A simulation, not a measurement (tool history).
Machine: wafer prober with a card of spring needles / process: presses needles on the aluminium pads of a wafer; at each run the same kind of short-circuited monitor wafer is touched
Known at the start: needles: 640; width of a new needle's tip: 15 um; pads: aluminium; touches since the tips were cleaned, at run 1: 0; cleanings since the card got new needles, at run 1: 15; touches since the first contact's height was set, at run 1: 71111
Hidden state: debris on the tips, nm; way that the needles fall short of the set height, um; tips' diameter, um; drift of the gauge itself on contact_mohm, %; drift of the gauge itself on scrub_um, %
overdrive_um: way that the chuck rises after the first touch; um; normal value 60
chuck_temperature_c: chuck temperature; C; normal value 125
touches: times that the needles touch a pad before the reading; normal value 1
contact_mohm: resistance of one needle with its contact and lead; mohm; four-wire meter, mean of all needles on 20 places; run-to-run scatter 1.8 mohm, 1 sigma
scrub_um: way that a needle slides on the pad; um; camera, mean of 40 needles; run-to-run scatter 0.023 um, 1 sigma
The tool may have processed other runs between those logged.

run,hour,overdrive_um,chuck_temperature_c,touches,touches since the tips were cleaned,cleanings since the card got new needles,touches since the first contact's height was set,contact_mohm,scrub_um
1,0,60,125,1,0,15,71111,192,12.93
2,11.9,60,125,1,3336,15,74447,316,12.91
# hour 16.4: tips cleaned on abrasive film
3,18,67,125,1,452,16,76121,213,14.44
4,25.4,67,125,1,2499,16,78168,274,14.48
# hour 32.7: tips cleaned on abrasive film
5,35,67,125,1,651,17,80844,215,14.5
6,42.2,67,125,1,2645,17,82838,278,14.47
# hour 48.7: tips cleaned on abrasive film
7,49.6,67,125,1,249,18,84883,206,14.45
8,60.3,67,125,1,3227,18,87861,292,14.42
# hour 64.5: tips cleaned on abrasive film
9,70.9,67,125,1,1790,19,90812,260,14.44
# hour 80.6: tips cleaned on abrasive film
10,83.1,60,125,1,706,20,94193,236,12.86
11,92.7,60,125,1,3390,20,96877,323,12.85
# hour 96.4: tips cleaned on abrasive film
12,99.9,60,125,1,983,21,98847,247,12.88
13,110.2,63,125,1,3857,21,101721,322,13.55
# hour 112.1: tips cleaned on abrasive film
14,119.2,60,125,1,1973,22,104211,277,12.8
# hour 128.6: tips cleaned on abrasive film
15,129.8,51,125,1,341,23,107142,227,10.91
16,135.5,60,125,1,1944,23,108745,281,12.86
17,143.1,60,125,3,4062,23,110863,241,12.89
# hour 144.9: tips cleaned on abrasive film
18,151.2,60,125,3,1767,24,113096,218,12.82
# hour 152: height of the first contact set anew
# hour 161.5: tips cleaned on abrasive film
19,163,60,54,3,422,25,3026,187,12.68
20,171.2,66,104,1,2708,25,5312,287,14.01
# hour 173.2: height of the first contact set anew, once more
# hour 177.9: tips cleaned on abrasive film
21,178.9,66,104,1,284,26,1548,204,14.34
22,184.1,66,104,1,1734,26,2998,261,14.39
# hour 193.8: tips cleaned on abrasive film
23,196.6,53,91,1,768,27,6457,250,11.55
24,203.6,41,91,3,2724,27,8413,275,8.95
# hour 210.2: tips cleaned on abrasive film
25,214.4,41,91,3,1199,28,11426,232,8.9
26,224.3,49,73,3,3955,28,14182,261,10.69
# hour 226.2: tips cleaned on abrasive film
27,231.9,49,38,2,1585,29,16280,251,10.68
28,237.5,49,85,1,3157,29,17852,376,10.7
# hour 242.1: tips cleaned on abrasive film
29,249.6,49,50,1,2116,30,21198,326,10.63
# hour 258.5: tips cleaned on abrasive film
30,259.5,49,89,1,273,31,23930,220,10.64
31,271.2,44,110,1,3549,31,27206,433,9.54
# hour 274.4: tips cleaned on abrasive film
32,276.8,51,125,1,680,32,28738,241,11.05
33,284.4,59,48,1,2801,32,30859,308,12.8
# hour 290.6: tips cleaned on abrasive film
34,291,68,78,2,106,33,32672,182,14.75

Hidden condition of the tool, last listed run before each entry between runs versus first listed run after:
Run 2 -> run 3: tips cleaned on abrasive film (hour 16.4)
  debris on the tips, nm: 114.9 -> 31.5; way that the needles fall short of the set height, um: 0.73 -> 0.77; tips' diameter, um: 15.26 -> 15.27
  measured less the result without the state, contact_mohm: +132 -> +30 mohm; scrub_um: -0.16 -> -0.17 um
Run 4 -> run 5: tips cleaned on abrasive film (hour 32.7)
  debris on the tips, nm: 96.1 -> 35.3; way that the needles fall short of the set height, um: 0.77 -> 0.83; tips' diameter, um: 15.27 -> 15.29
  measured less the result without the state, contact_mohm: +92 -> +34 mohm; scrub_um: -0.17 -> -0.18 um
Run 6 -> run 7: tips cleaned on abrasive film (hour 48.7)
  debris on the tips, nm: 95.9 -> 25.6; way that the needles fall short of the set height, um: 0.83 -> 0.87; tips' diameter, um: 15.29 -> 15.3
  measured less the result without the state, contact_mohm: +93 -> +25 mohm; scrub_um: -0.18 -> -0.19 um
Run 8 -> run 9: tips cleaned on abrasive film (hour 64.5)
  debris on the tips, nm: 112.7 -> 75.9; way that the needles fall short of the set height, um: 0.87 -> 0.94; tips' diameter, um: 15.3 -> 15.33
  measured less the result without the state, contact_mohm: +109 -> +74 mohm; scrub_um: -0.19 -> -0.2 um
Run 9 -> run 10: tips cleaned on abrasive film (hour 80.6)
  debris on the tips, nm: 75.9 -> 45.9; way that the needles fall short of the set height, um: 0.94 -> 1; tips' diameter, um: 15.33 -> 15.35
  measured less the result without the state, contact_mohm: +74 -> +53 mohm; scrub_um: -0.2 -> -0.22 um
Run 11 -> run 12: tips cleaned on abrasive film (hour 96.4)
  debris on the tips, nm: 122.5 -> 53.7; way that the needles fall short of the set height, um: 1 -> 1.04; tips' diameter, um: 15.35 -> 15.36
  measured less the result without the state, contact_mohm: +141 -> +63 mohm; scrub_um: -0.21 -> -0.23 um
Run 13 -> run 14: tips cleaned on abrasive film (hour 112.1)
  debris on the tips, nm: 127.3 -> 80.7; way that the needles fall short of the set height, um: 1.04 -> 1.09; tips' diameter, um: 15.36 -> 15.38
  measured less the result without the state, contact_mohm: +137 -> +94 mohm; scrub_um: -0.23 -> -0.24 um
Run 14 -> run 15: tips cleaned on abrasive film (hour 128.6)
  debris on the tips, nm: 80.7 -> 24; way that the needles fall short of the set height, um: 1.09 -> 1.15; tips' diameter, um: 15.38 -> 15.4
  measured less the result without the state, contact_mohm: +94 -> +39 mohm; scrub_um: -0.24 -> -0.25 um
Run 17 -> run 18: tips cleaned on abrasive film (hour 144.9)
  debris on the tips, nm: 131.3 -> 71.7; way that the needles fall short of the set height, um: 1.15 -> 1.22; tips' diameter, um: 15.4 -> 15.43
  measured less the result without the state, contact_mohm: +56 -> +31 mohm; scrub_um: -0.25 -> -0.27 um
Run 18 -> run 19: height of the first contact set anew (hour 152); tips cleaned on abrasive film (hour 161.5)
  debris on the tips, nm: 71.7 -> 25.7; way that the needles fall short of the set height, um: 1.22 -> 1.81; tips' diameter, um: 15.43 -> 15.44
  measured less the result without the state, contact_mohm: +31 -> +14 mohm; scrub_um: -0.27 -> -0.39 um
Run 20 -> run 21: height of the first contact set anew, once more (hour 173.2); tips cleaned on abrasive film (hour 177.9)
  debris on the tips, nm: 100.8 -> 23.3; way that the needles fall short of the set height, um: 1.81 -> 0.06; tips' diameter, um: 15.44 -> 15.46
  measured less the result without the state, contact_mohm: +107 -> +24 mohm; scrub_um: -0.39 -> -0.01 um
Run 22 -> run 23: tips cleaned on abrasive film (hour 193.8)
  debris on the tips, nm: 78.3 -> 45.1; way that the needles fall short of the set height, um: 0.06 -> 0.1; tips' diameter, um: 15.46 -> 15.48
  measured less the result without the state, contact_mohm: +80 -> +68 mohm; scrub_um: -0.02 -> -0.03 um
Run 24 -> run 25: tips cleaned on abrasive film (hour 210.2)
  debris on the tips, nm: 104.5 -> 55.1; way that the needles fall short of the set height, um: 0.1 -> 0.14; tips' diameter, um: 15.48 -> 15.49
  measured less the result without the state, contact_mohm: +90 -> +48 mohm; scrub_um: -0.02 -> -0.03 um
Run 26 -> run 27: tips cleaned on abrasive film (hour 226.2)
  debris on the tips, nm: 125.8 -> 71.9; way that the needles fall short of the set height, um: 0.14 -> 0.19; tips' diameter, um: 15.49 -> 15.51
  measured less the result without the state, contact_mohm: +82 -> +81 mohm; scrub_um: -0.03 -> -0.05 um
Run 28 -> run 29: tips cleaned on abrasive film (hour 242.1)
  debris on the tips, nm: 113 -> 84.9; way that the needles fall short of the set height, um: 0.19 -> 0.24; tips' diameter, um: 15.51 -> 15.53
  measured less the result without the state, contact_mohm: +198 -> +156 mohm; scrub_um: -0.04 -> -0.05 um
Run 29 -> run 30: tips cleaned on abrasive film (hour 258.5)
  debris on the tips, nm: 84.9 -> 23.9; way that the needles fall short of the set height, um: 0.24 -> 0.29; tips' diameter, um: 15.53 -> 15.54
  measured less the result without the state, contact_mohm: +156 -> +42 mohm; scrub_um: -0.05 -> -0.06 um
Run 31 -> run 32: tips cleaned on abrasive film (hour 274.4)
  debris on the tips, nm: 120.6 -> 36.9; way that the needles fall short of the set height, um: 0.29 -> 0.34; tips' diameter, um: 15.54 -> 15.56
  measured less the result without the state, contact_mohm: +247 -> +57 mohm; scrub_um: -0.06 -> -0.08 um
Run 33 -> run 34: tips cleaned on abrasive film (hour 290.6)
  debris on the tips, nm: 101.8 -> 13.1; way that the needles fall short of the set height, um: 0.34 -> 0.39; tips' diameter, um: 15.56 -> 15.58
  measured less the result without the state, contact_mohm: +138 -> +8 mohm; scrub_um: -0.07 -> -0.08 um

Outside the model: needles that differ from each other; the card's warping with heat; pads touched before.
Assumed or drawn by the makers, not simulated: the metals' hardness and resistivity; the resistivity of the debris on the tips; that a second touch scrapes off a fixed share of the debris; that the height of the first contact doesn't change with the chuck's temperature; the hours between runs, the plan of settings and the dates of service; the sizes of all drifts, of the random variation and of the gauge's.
